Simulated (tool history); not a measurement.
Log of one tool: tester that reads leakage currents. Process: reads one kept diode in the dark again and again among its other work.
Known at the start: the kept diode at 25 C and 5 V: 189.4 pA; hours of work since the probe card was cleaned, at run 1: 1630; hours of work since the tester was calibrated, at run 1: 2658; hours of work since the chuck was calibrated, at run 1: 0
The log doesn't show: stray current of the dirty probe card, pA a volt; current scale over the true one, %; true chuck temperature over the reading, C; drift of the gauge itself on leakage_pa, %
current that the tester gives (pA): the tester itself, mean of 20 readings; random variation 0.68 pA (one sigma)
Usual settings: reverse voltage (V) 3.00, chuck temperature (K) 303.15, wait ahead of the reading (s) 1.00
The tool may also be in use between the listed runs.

run	hour	reverse voltage (V)	chuck temperature (K)	wait ahead of the reading (s)	hours of work since the probe card was cleaned	hours of work since the tester was calibrated	hours of work since the chuck was calibrated	current that the tester gives (pA)
1	0.0	3.00	303.15	1.00	1630	2658	0	228.00
2	88.2	3.00	306.15	1.00	1700	2727	70	292.11
# hour 103.3: probe card cleaned and baked
3	216.0	3.00	306.15	1.00	89	2826	169	280.58
4	348.5	3.00	303.15	5.39	194	2931	274	209.58
5	493.4	1.34	303.15	5.39	309	3046	388	132.06
6	628.0	1.34	299.15	5.39	416	3153	495	89.04
# hour 719.8: chuck's temperature calibrated
7	723.5	1.34	299.15	5.39	490	3227	3	99.74
8	809.9	3.41	299.15	5.39	558	3295	71	164.89
9	953.4	11.71	303.15	1.00	672	3409	185	455.86
10	1055.6	2.41	331.15	1.00	753	3490	266	1891.01
11	1141.2	1.38	295.15	1.88	820	3558	334	65.04
12	1287.2	1.38	295.15	1.88	936	3673	449	63.30
13	1412.7	3.00	303.15	1.03	1036	3773	549	198.65
# hour 1433.8: chuck's temperature calibrated
14	1560.2	2.26	303.15	1.03	1151	3888	100	189.14
15	1708.2	2.26	303.15	1.03	1268	4005	217	182.41
16	1849.1	2.26	303.15	1.03	1380	4117	329	179.39
17	1948.3	2.26	303.15	1.03	1458	4195	407	176.91
18	2026.8	2.26	303.15	1.03	1520	4257	470	172.70

5 ways to go on from here, each from the tool as it stands after run 18. What would each give?
A	2102.7	19.72	303.15	1.03	1580	4318	530	?
B	2102.7	13.98	308.15	0.52	1580	4318	530	?
C	2102.7	2.71	327.15	1.03	1580	4318	530	?
D	2102.7	1.64	312.15	1.00	1580	4318	530	?
E	2102.7	2.26	303.15	2.42	1580	4318	530	?

run	current that the tester gives (pA)
A	579.88
B	735.23
C	1413.22
D	315.31
E	172.07
Without the tool's hidden state the same runs would have given:
run	current that the tester gives (pA)
A	638.27
B	820.63
C	1587.10
D	356.66
E	194.27
